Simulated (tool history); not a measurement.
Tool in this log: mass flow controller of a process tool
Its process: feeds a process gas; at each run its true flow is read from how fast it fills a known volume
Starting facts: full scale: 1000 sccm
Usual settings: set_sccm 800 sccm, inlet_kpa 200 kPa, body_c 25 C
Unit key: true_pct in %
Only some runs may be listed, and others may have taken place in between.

run	hour	set_sccm	inlet_kpa	body_c	true_pct
1	0.0	800	200	25	99.18
2	208.4	800	200	25	99.40
3	453.2	800	200	25	99.44
4	643.3	800	200	25	99.47
5	929.0	800	200	25	99.42
6	1270.9	800	200	25	99.51
7	1419.3	118	200	25	97.27
8	1720.6	118	200	25	97.25
9	2003.9	118	200	25	97.35
10	2206.8	800	158	25	99.91
11	2440.6	800	158	25	99.92
12	2586.1	800	200	32	100.18
13	2917.1	929	200	25	100.33
14	3063.8	929	200	25	100.26
15	3254.3	800	200	25	99.83
16	3459.5	588	200	25	99.13
17	3712.1	800	200	24	99.86
18	4001.6	800	200	25	99.88
19	4221.5	800	275	25	99.78
20	4393.6	800	275	25	99.66
21	4612.1	800	200	25	100.04
22	4886.7	800	200	22	100.07
23	5071.7	800	200	22	100.03
24	5281.4	278	223	23	98.24
25	5555.4	278	223	23	98.25
26	5883.3	278	204	27	98.55
27	6156.6	217	158	28	98.61
28	6458.0	800	145	25	100.65
29	6612.0	848	277	23	100.14
30	6935.7	848	277	23	100.26

Forecast run 31:
31	7246.3	848	277	23	?

{"run 31": {"true_pct": 100.27}}
The same run, on a tool lacking any hidden state, would have yielded true_pct 99.06 %.
